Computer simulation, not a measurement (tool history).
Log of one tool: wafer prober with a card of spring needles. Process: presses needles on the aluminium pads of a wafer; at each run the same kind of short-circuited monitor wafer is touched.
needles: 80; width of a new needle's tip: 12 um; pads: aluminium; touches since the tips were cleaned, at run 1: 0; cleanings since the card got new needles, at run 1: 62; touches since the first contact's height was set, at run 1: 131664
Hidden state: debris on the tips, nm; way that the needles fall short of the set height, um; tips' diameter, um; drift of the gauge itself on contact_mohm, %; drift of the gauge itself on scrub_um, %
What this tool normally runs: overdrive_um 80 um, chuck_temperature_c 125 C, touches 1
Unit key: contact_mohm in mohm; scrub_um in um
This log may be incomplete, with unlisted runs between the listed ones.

run	hour	overdrive_um	chuck_temperature_c	touches	touches since the tips were cleaned	cleanings since the card got new needles	touches since the first contact's height was set	contact_mohm	scrub_um
1	0	80	125	1	0	62	131664	191	17.46
# hour 14.4: tips cleaned on abrasive film
# hour 32.4: tips cleaned on abrasive film
# hour 46.9: tips cleaned on abrasive film
# hour 64.9: tips cleaned on abrasive film
# hour 82.9: tips cleaned on abrasive film
# hour 98.9: tips cleaned on abrasive film
2	98.9	80	125	1	0	68	184957	190	17.37
# hour 113.3: tips cleaned on abrasive film
# hour 127.7: tips cleaned on abrasive film
# hour 145.7: tips cleaned on abrasive film
# hour 160.2: tips cleaned on abrasive film
3	172.2	80	125	1	6528	72	224522	273	17.36
# hour 175.9: tips cleaned on abrasive film
# hour 176.2: height of the first contact set anew
# hour 190.6: tips cleaned on abrasive film
# hour 208.6: tips cleaned on abrasive film
# hour 223.1: tips cleaned on abrasive film
# hour 241.1: tips cleaned on abrasive film
4	242	80	97	1	486	77	35466	199	17.61
# hour 256.4: tips cleaned on abrasive film
# hour 274.4: tips cleaned on abrasive film
# hour 292.4: tips cleaned on abrasive film
# hour 306.9: tips cleaned on abrasive film
# hour 324.9: tips cleaned on abrasive film
# hour 339.3: tips cleaned on abrasive film
5	341.8	80	97	1	1367	83	89304	203	17.51
# hour 356.3: tips cleaned on abrasive film
# hour 374.3: tips cleaned on abrasive film
# hour 388.7: tips cleaned on abrasive film
# hour 406.7: tips cleaned on abrasive film
# hour 421.2: tips cleaned on abrasive film
6	429.4	80	97	1	4483	88	136539	249	17.59
# hour 436.7: tips cleaned on abrasive film
# hour 454.7: tips cleaned on abrasive film
# hour 472.7: tips cleaned on abrasive film
7	476.5	80	85	1	2019	91	161877	229	17.39
# hour 487.3: tips cleaned on abrasive film
# hour 501.7: tips cleaned on abrasive film
# hour 519.7: tips cleaned on abrasive film
# hour 534.2: tips cleaned on abrasive film
8	544.9	80	85	1	5828	95	198787	258	17.34
# hour 552.2: tips cleaned on abrasive film
# hour 566.6: tips cleaned on abrasive film
# hour 584.6: tips cleaned on abrasive film, once more
# hour 595.7: height of the first contact set anew
# hour 602.9: tips cleaned on abrasive film
# hour 617.4: tips cleaned on abrasive film
9	625	80	125	1	4138	100	15798	248	17.72
# hour 632.3: tips cleaned on abrasive film
# hour 650.3: tips cleaned on abrasive film
# hour 667.7: tips cleaned on abrasive film
10	667.7	80	125	1	0	103	38788	196	17.67
# hour 682.1: tips cleaned on abrasive film
# hour 700.1: tips cleaned on abrasive film
# hour 718.2: tips cleaned on abrasive film
# hour 736.2: tips cleaned on abrasive film
# hour 754.2: tips cleaned on abrasive film
11	754.4	80	125	1	96	108	85523	199	17.56
# hour 768.8: tips cleaned on abrasive film
# hour 783.2: tips cleaned on abrasive film
# hour 801.2: tips cleaned on abrasive film
12	810.6	80	125	1	5051	111	115836	262	17.54
# hour 817.8: tips cleaned on abrasive film
# hour 835.8: tips cleaned on abrasive film
# hour 853.8: tips cleaned on abrasive film
13	856.6	78	125	1	1520	114	140676	231	17.08
# hour 871.1: tips cleaned on abrasive film
# hour 889.1: tips cleaned on abrasive film
# hour 903.5: tips cleaned on abrasive film
14	917	83	125	1	7287	117	173226	282	18.22
# hour 920.6: tips cleaned on abrasive film
# hour 935.1: tips cleaned on abrasive film
# hour 953.1: tips cleaned on abrasive film
15	960.7	69	78	1	4129	120	196787	280	14.93
# hour 968: tips cleaned on abrasive film
# hour 982.4: tips cleaned on abrasive film
# hour 1000.4: tips cleaned on abrasive film
# hour 1015: height of the first contact set anew
# hour 1015.4: tips cleaned on abrasive film
16	1015.4	98	26	1	0	124	166	170	21.68
# hour 1033.5: tips cleaned on abrasive film
# hour 1051.5: tips cleaned on abrasive film
# hour 1069.5: tips cleaned on abrasive film
# hour 1087.5: tips cleaned on abrasive film
17	1100.7	99	44	2	7158	128	46184	211	21.82
# hour 1104.4: tips cleaned on abrasive film
# hour 1122.4: tips cleaned on abrasive film
# hour 1140.4: tips cleaned on abrasive film
18	1145.3	74	34	1	2627	131	70188	247	16.28
# hour 1156.1: tips cleaned on abrasive film
# hour 1174.1: tips cleaned on abrasive film
# hour 1192.1: tips cleaned on abrasive film
19	1197.2	74	34	1	2732	134	98184	249	16.22
# hour 1208: tips cleaned on abrasive film
# hour 1222.5: tips cleaned on abrasive film
# hour 1240.5: tips cleaned on abrasive film
# hour 1254.9: tips cleaned on abrasive film
# hour 1272.9: tips cleaned on abrasive film
20	1277.3	74	34	1	2357	139	141351	247	16.17
# hour 1288.1: tips cleaned on abrasive film
# hour 1302.5: tips cleaned on abrasive film
# hour 1320.6: tips cleaned on abrasive film
# hour 1338.6: tips cleaned on abrasive film
21	1348.2	74	34	1	5245	143	179633	272	16.13
# hour 1355.5: tips cleaned on abrasive film
# hour 1369.9: tips cleaned on abrasive film
# hour 1388: tips cleaned on abrasive film
# hour 1406: tips cleaned on abrasive film
# hour 1424: tips cleaned on abrasive film
# hour 1435: height of the first contact set anew
# hour 1442.3: tips cleaned on abrasive film
22	1449.7	80	59	1	4007	149	7894	255	17.75
# hour 1457: tips cleaned on abrasive film
# hour 1471.4: tips cleaned on abrasive film
# hour 1489.4: tips cleaned on abrasive film
# hour 1507.4: tips cleaned on abrasive film
# hour 1525.5: tips cleaned on abrasive film
23	1539.7	99	36	1	7734	154	56446	247	21.87
# hour 1543.4: tips cleaned on abrasive film
# hour 1561.4: tips cleaned on abrasive film
# hour 1575.8: tips cleaned on abrasive film
# hour 1593.9: tips cleaned on abrasive film
# hour 1611.9: tips cleaned on abrasive film
# hour 1629.5: tips cleaned on abrasive film
24	1629.5	99	36	1	0	160	104830	171	21.64

Forecast each of these 5 alternatives for the next run:
# hour 1647.5: tips cleaned on abrasive film
# hour 1665.6: tips cleaned on abrasive film
# hour 1683.6: tips cleaned on abrasive film
# hour 1698: tips cleaned on abrasive film
# hour 1716: tips cleaned on abrasive film
A	1718.4	86	125	3	1277	165	152746	?	?
# hour 1647.5: tips cleaned on abrasive film
# hour 1665.6: tips cleaned on abrasive film
# hour 1683.6: tips cleaned on abrasive film
# hour 1698: tips cleaned on abrasive film
# hour 1716: tips cleaned on abrasive film
B	1718.4	99	36	2	1277	165	152746	?	?
# hour 1647.5: tips cleaned on abrasive film
# hour 1665.6: tips cleaned on abrasive film
# hour 1683.6: tips cleaned on abrasive film
# hour 1698: tips cleaned on abrasive film
# hour 1716: tips cleaned on abrasive film
C	1718.4	89	125	2	1277	165	152746	?	?
# hour 1647.5: tips cleaned on abrasive film
# hour 1665.6: tips cleaned on abrasive film
# hour 1683.6: tips cleaned on abrasive film
# hour 1698: tips cleaned on abrasive film
# hour 1716: tips cleaned on abrasive film
D	1718.4	93	31	1	1277	165	152746	?	?
# hour 1647.5: tips cleaned on abrasive film
# hour 1665.6: tips cleaned on abrasive film
# hour 1683.6: tips cleaned on abrasive film
# hour 1698: tips cleaned on abrasive film
# hour 1716: tips cleaned on abrasive film
E	1718.4	69	36	1	1277	165	152746	?	?

run	contact_mohm	scrub_um
A	194	18.8
B	183	21.54
C	202	19.32
D	200	20.39
E	231	15.05
With no hidden state in the tool, these same runs would have given:
run	contact_mohm	scrub_um
A	178	19.06
B	161	21.8
C	179	19.58
D	162	20.65
E	167	15.31

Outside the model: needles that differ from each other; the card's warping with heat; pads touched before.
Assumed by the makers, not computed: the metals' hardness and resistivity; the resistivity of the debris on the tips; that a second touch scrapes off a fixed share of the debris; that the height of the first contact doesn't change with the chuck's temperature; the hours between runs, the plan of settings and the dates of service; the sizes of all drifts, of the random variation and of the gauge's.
